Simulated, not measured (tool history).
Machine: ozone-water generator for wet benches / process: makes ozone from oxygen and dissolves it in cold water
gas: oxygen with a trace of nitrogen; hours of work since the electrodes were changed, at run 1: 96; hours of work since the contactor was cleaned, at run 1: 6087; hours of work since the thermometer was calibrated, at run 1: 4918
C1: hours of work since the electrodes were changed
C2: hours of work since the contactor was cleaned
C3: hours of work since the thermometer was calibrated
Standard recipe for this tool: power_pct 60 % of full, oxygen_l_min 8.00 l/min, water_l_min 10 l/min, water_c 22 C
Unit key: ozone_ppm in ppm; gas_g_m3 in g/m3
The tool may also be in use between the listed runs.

Run 1, hour 0.0: usual settings; C1 96; C2 6087; C3 4918. Result: ozone_ppm 31.1 ppm, gas_g_m3 225.4 g/m3.
Run 2, hour 50.9: usual settings; C1 135; C2 6126; C3 4957. Result: ozone_ppm 30.8 ppm, gas_g_m3 222.1 g/m3.
Run 3, hour 142.0: usual settings but water_l_min 12 l/min; C1 204; C2 6195; C3 5027. Result: ozone_ppm 27.1 ppm, gas_g_m3 222.4 g/m3.
Run 4, hour 225.0: usual settings but water_c 23 C; C1 268; C2 6259; C3 5090. Result: ozone_ppm 29.9 ppm, gas_g_m3 221.4 g/m3.
Run 5, hour 331.3: usual settings; C1 349; C2 6340; C3 5171. Result: ozone_ppm 30.7 ppm, gas_g_m3 223.0 g/m3.
Run 6, hour 390.6: usual settings but oxygen_l_min 5.68 l/min; C1 394; C2 6385; C3 5216. Result: ozone_ppm 32.5 ppm, gas_g_m3 259.4 g/m3.
Run 7, hour 452.1: usual settings but water_c 17 C; C1 441; C2 6432; C3 5263. Result: ozone_ppm 34.4 ppm, gas_g_m3 222.5 g/m3.
Run 8, hour 552.6: usual settings; C1 518; C2 6509; C3 5340. Result: ozone_ppm 30.5 ppm, gas_g_m3 219.7 g/m3.
At hour 602.2: water thermometer calibrated.
Run 9, hour 626.7: usual settings; C1 574; C2 6565; C3 19. Result: ozone_ppm 30.0 ppm, gas_g_m3 220.4 g/m3.
Run 10, hour 724.1: usual settings; C1 649; C2 6639; C3 93. Result: ozone_ppm 30.9 ppm, gas_g_m3 220.3 g/m3.
Run 11, hour 798.7: usual settings; C1 706; C2 6696; C3 150. Result: ozone_ppm 30.7 ppm, gas_g_m3 221.8 g/m3.
Run 12, hour 845.8: usual settings but water_c 17 C; C1 742; C2 6732; C3 186. Result: ozone_ppm 34.5 ppm, gas_g_m3 219.4 g/m3.
Run 13, hour 948.3: usual settings; C1 820; C2 6811; C3 264. Result: ozone_ppm 30.4 ppm, gas_g_m3 221.8 g/m3.
Run 14, hour 1015.4: usual settings but water_l_min 7 l/min; C1 871; C2 6862; C3 316. Result: ozone_ppm 37.8 ppm, gas_g_m3 222.0 g/m3.
Run 15, hour 1110.4: usual settings; C1 944; C2 6934; C3 388. Result: ozone_ppm 30.1 ppm, gas_g_m3 220.4 g/m3.
Run 16, hour 1173.0: usual settings; C1 991; C2 6982; C3 436. Result: ozone_ppm 30.1 ppm, gas_g_m3 220.3 g/m3.
At hour 1191.1: water thermometer calibrated, once more.
Run 17, hour 1270.5: usual settings; C1 1065; C2 7056; C3 61. Result: ozone_ppm 30.0 ppm, gas_g_m3 222.9 g/m3.
Run 18, hour 1337.7: usual settings but oxygen_l_min 12.58 l/min, water_c 18 C; C1 1117; C2 7108; C3 112. Result: ozone_ppm 30.7 ppm, gas_g_m3 178.2 g/m3.
Run 19, hour 1411.3: usual settings but oxygen_l_min 6.46 l/min, water_c 29 C; C1 1173; C2 7164; C3 168. Result: ozone_ppm 26.7 ppm, gas_g_m3 242.3 g/m3.
Run 20, hour 1516.0: usual settings but power_pct 44 % of full, oxygen_l_min 6.31 l/min, water_c 27 C; C1 1253; C2 7244; C3 248. Result: ozone_ppm 23.3 ppm, gas_g_m3 205.9 g/m3.
Run 21, hour 1575.1: usual settings but power_pct 52 % of full, oxygen_l_min 6.31 l/min, water_c 20 C; C1 1298; C2 7289; C3 293. Result: ozone_ppm 30.6 ppm, gas_g_m3 225.3 g/m3.
Run 22, hour 1668.7: usual settings but oxygen_l_min 7.97 l/min, water_l_min 8 l/min; C1 1370; C2 7360; C3 365. Result: ozone_ppm 34.8 ppm, gas_g_m3 220.1 g/m3.
Run 23, hour 1762.8: usual settings but oxygen_l_min 7.97 l/min, water_l_min 8 l/min; C1 1441; C2 7432; C3 437. Result: ozone_ppm 35.2 ppm, gas_g_m3 219.7 g/m3.
Run 24, hour 1810.1: usual settings but power_pct 78 % of full, water_c 24 C; C1 1478; C2 7468; C3 473. Result: ozone_ppm 33.3 ppm, gas_g_m3 256.7 g/m3.
Run 25, hour 1873.3: usual settings but power_pct 84 % of full, water_c 20 C; C1 1526; C2 7517; C3 521. Result: ozone_ppm 38.0 ppm, gas_g_m3 265.2 g/m3.
Run 26, hour 1949.5: usual settings but oxygen_l_min 4.50 l/min, water_c 27 C; C1 1584; C2 7575; C3 579. Result: ozone_ppm 29.3 ppm, gas_g_m3 284.5 g/m3.
Run 27, hour 2021.5: usual settings but oxygen_l_min 12.44 l/min, water_c 27 C; C1 1639; C2 7630; C3 634. Result: ozone_ppm 23.6 ppm, gas_g_m3 179.6 g/m3.
Run 28, hour 2120.0: usual settings but power_pct 81 % of full, water_l_min 8 l/min; C1 1714; C2 7705; C3 709. Result: ozone_ppm 41.0 ppm, gas_g_m3 261.0 g/m3.
Run 29, hour 2207.1: usual settings but power_pct 81 % of full, oxygen_l_min 5.92 l/min, water_l_min 12 l/min, water_c 21 C; C1 1781; C2 7772; C3 776. Result: ozone_ppm 32.9 ppm, gas_g_m3 297.8 g/m3.
Run 30, hour 2278.0: usual settings but power_pct 76 % of full, oxygen_l_min 5.92 l/min, water_l_min 13 l/min; C1 1835; C2 7826; C3 830. Result: ozone_ppm 29.2 ppm, gas_g_m3 286.8 g/m3.
Run 31, hour 2345.3: usual settings but power_pct 42 % of full, water_c 19 C; C1 1886; C2 7877; C3 881. Result: ozone_ppm 26.1 ppm, gas_g_m3 180.9 g/m3.
Run 32, hour 2426.2: usual settings but power_pct 42 % of full, water_c 19 C; C1 1948; C2 7939; C3 943. Result: ozone_ppm 26.3 ppm, gas_g_m3 180.6 g/m3.
Run 33, hour 2532.6: usual settings but power_pct 42 % of full, water_l_min 11 l/min, water_c 17 C; C1 2029; C2 8020; C3 1024. Result: ozone_ppm 25.2 ppm, gas_g_m3 179.6 g/m3.

Forecast each of these 3 alternatives for the next run:
Run A, hour 2628.0: usual settings but water_l_min 6 l/min, water_c 29 C; C1 2102; C2 8093; C3 1097. Result: ozone_ppm ?, gas_g_m3 ?.
Run B, hour 2628.0: usual settings but power_pct 42 % of full, water_l_min 6 l/min, water_c 17 C; C1 2102; C2 8093; C3 1097. Result: ozone_ppm ?, gas_g_m3 ?.
Run C, hour 2628.0: usual settings but power_pct 76 % of full, oxygen_l_min 8.11 l/min, water_l_min 11 l/min, water_c 17 C; C1 2102; C2 8093; C3 1097. Result: ozone_ppm ?, gas_g_m3 ?.

run  ozone_ppm  gas_g_m3
  A       33.1     219.2
  B       37.3     180.0
  C       35.5     249.5
With the hidden condition removed and each run's random variation left untouched, the same runs would have given:
run  ozone_ppm  gas_g_m3
  A       35.6     221.3
  B       40.1     181.3
  C       39.3     252.1
